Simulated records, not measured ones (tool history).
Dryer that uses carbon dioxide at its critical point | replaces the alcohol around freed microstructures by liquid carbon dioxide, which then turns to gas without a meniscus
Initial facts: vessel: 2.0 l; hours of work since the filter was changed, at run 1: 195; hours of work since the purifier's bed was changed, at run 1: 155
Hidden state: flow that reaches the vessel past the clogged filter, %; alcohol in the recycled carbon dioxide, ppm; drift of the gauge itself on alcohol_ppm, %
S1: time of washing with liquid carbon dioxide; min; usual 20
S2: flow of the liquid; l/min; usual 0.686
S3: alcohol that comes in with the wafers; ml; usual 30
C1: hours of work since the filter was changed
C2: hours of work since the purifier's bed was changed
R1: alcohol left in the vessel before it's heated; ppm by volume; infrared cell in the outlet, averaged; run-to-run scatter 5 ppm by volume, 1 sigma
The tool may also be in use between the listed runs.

Run 1, hour 0: usual settings; C1 195; C2 155. Result: R1 75 ppm by volume.
Run 2, hour 6.4: usual settings; C1 198; C2 158. Result: R1 75 ppm by volume.
Run 3, hour 16.4: usual settings but S1 17 min; C1 204; C2 164. Result: R1 146 ppm by volume.
Run 4, hour 22.9: usual settings but S1 17 min; C1 208; C2 168. Result: R1 151 ppm by volume.
Run 5, hour 32.8: usual settings but S1 17 min; C1 214; C2 174. Result: R1 151 ppm by volume.
Run 6, hour 41.4: usual settings but S1 17 min; C1 219; C2 179. Result: R1 144 ppm by volume.
At hour 50.1: inlet filter changed.
Run 7, hour 50.1: usual settings but S1 17 min; C1 0; C2 184. Result: R1 127 ppm by volume.
Run 8, hour 55.4: usual settings but S1 17 min; C1 3; C2 187. Result: R1 117 ppm by volume.
Run 9, hour 64.3: usual settings but S1 17 min; C1 9; C2 192. Result: R1 117 ppm by volume.
Run 10, hour 72.3: usual settings but S1 17 min; C1 13; C2 197. Result: R1 123 ppm by volume.
Run 11, hour 80.6: usual settings but S1 22 min; C1 18; C2 202. Result: R1 55 ppm by volume.
Run 12, hour 85.5: usual settings but S1 22 min; C1 21; C2 205. Result: R1 50 ppm by volume.
Run 13, hour 94.8: usual settings but S1 22 min; C1 27; C2 211. Result: R1 57 ppm by volume.
Run 14, hour 103.4: usual settings; C1 32; C2 216. Result: R1 80 ppm by volume.
Run 15, hour 110.1: usual settings; C1 36; C2 220. Result: R1 82 ppm by volume.
Run 16, hour 114.6: usual settings but S1 25 min; C1 39; C2 222. Result: R1 53 ppm by volume.
Run 17, hour 119.8: usual settings but S1 25 min; C1 42; C2 226. Result: R1 49 ppm by volume.
Run 18, hour 124.9: usual settings but S1 25 min; C1 45; C2 229. Result: R1 48 ppm by volume.
Run 19, hour 132.8: usual settings but S1 25 min, S3 39 ml; C1 49; C2 233. Result: R1 48 ppm by volume.
Run 20, hour 139.5: usual settings but S1 15 min; C1 53; C2 237. Result: R1 200 ppm by volume.
Run 21, hour 148.6: usual settings but S1 25 min; C1 59; C2 243. Result: R1 51 ppm by volume.
Run 22, hour 156.3: usual settings but S1 25 min; C1 63; C2 247. Result: R1 59 ppm by volume.
Run 23, hour 161.2: usual settings but S1 15 min; C1 66; C2 250. Result: R1 204 ppm by volume.
Run 24, hour 170.4: usual settings; C1 72; C2 256. Result: R1 80 ppm by volume.
Run 25, hour 177: usual settings; C1 76; C2 260. Result: R1 86 ppm by volume.
Run 26, hour 186.4: usual settings but S1 24 min, S2 0.573 l/min, S3 67 ml; C1 81; C2 265. Result: R1 127 ppm by volume.
Run 27, hour 195.6: usual settings but S1 24 min, S2 0.573 l/min, S3 67 ml; C1 87; C2 271. Result: R1 131 ppm by volume.
Run 28, hour 205.4: usual settings but S1 30 min, S2 1.008 l/min, S3 82 ml; C1 93; C2 277. Result: R1 49 ppm by volume.
Run 29, hour 213.7: usual settings but S1 25 min, S3 25 ml; C1 98; C2 282. Result: R1 61 ppm by volume.
Run 30, hour 219.8: usual settings but S1 13 min, S2 0.759 l/min, S3 25 ml; C1 101; C2 285. Result: R1 220 ppm by volume.
Run 31, hour 226.3: usual settings but S1 13 min, S2 0.759 l/min, S3 25 ml; C1 105; C2 289. Result: R1 233 ppm by volume.
Run 32, hour 231.8: usual settings but S1 13 min, S2 0.759 l/min, S3 25 ml; C1 109; C2 292. Result: R1 223 ppm by volume.
Run 33, hour 240.6: usual settings but S1 15 min, S2 0.424 l/min, S3 36 ml; C1 114; C2 298. Result: R1 1339 ppm by volume.
Run 34, hour 249.8: usual settings but S2 0.749 l/min; C1 119; C2 303. Result: R1 73 ppm by volume.
Run 35, hour 257.3: usual settings but S2 0.749 l/min; C1 124; C2 308. Result: R1 73 ppm by volume.
Run 36, hour 266.2: usual settings but S1 13 min, S2 1.037 l/min, S3 31 ml; C1 129; C2 313. Result: R1 94 ppm by volume.
Run 37, hour 270.2: usual settings but S1 13 min, S2 1.037 l/min, S3 31 ml; C1 131; C2 315. Result: R1 98 ppm by volume.
Run 38, hour 278: usual settings but S1 29 min, S2 0.914 l/min, S3 21 ml; C1 136; C2 320. Result: R1 58 ppm by volume.
Run 39, hour 282.2: usual settings but S1 18 min, S2 0.585 l/min, S3 108 ml; C1 139; C2 323. Result: R1 674 ppm by volume.
Run 40, hour 288: usual settings but S1 18 min, S2 0.585 l/min, S3 108 ml; C1 142; C2 326. Result: R1 672 ppm by volume.
Run 41, hour 295.4: usual settings but S1 18 min, S2 0.585 l/min, S3 108 ml; C1 147; C2 330. Result: R1 680 ppm by volume.
Run 42, hour 301.1: usual settings but S1 27 min, S2 0.509 l/min, S3 106 ml; C1 150; C2 334. Result: R1 221 ppm by volume.
Run 43, hour 309.4: usual settings but S1 29 min, S2 0.688 l/min, S3 106 ml; C1 155; C2 339. Result: R1 65 ppm by volume.
Run 44, hour 315.3: usual settings but S1 17 min, S2 0.452 l/min, S3 26 ml; C1 158; C2 342. Result: R1 598 ppm by volume.
Run 45, hour 323.3: usual settings but S1 17 min, S2 0.452 l/min, S3 26 ml; C1 163; C2 347. Result: R1 607 ppm by volume.
Run 46, hour 332.7: usual settings but S1 19 min, S2 0.439 l/min, S3 98 ml; C1 169; C2 353. Result: R1 1601 ppm by volume.
Run 47, hour 340.1: usual settings but S1 19 min, S2 0.439 l/min, S3 98 ml; C1 173; C2 357. Result: R1 1657 ppm by volume.

3 options for the next run, each taken on its own from the tool as it stands now. Forecast them:
Run A, hour 349.9: usual settings but S1 19 min, S2 0.891 l/min, S3 98 ml; C1 179; C2 363. Result: R1 ?.
Run B, hour 349.9: usual settings but S1 13 min, S2 0.79 l/min; C1 179; C2 363. Result: R1 ?.
Run C, hour 349.9: usual settings but S1 19 min, S2 0.956 l/min, S3 62 ml; C1 179; C2 363. Result: R1 ?.

run   R1
  A   98
  B  251
  C   78
Without the tool's hidden state the same runs would have given:
run   R1
  A   30
  B  154
  C   17
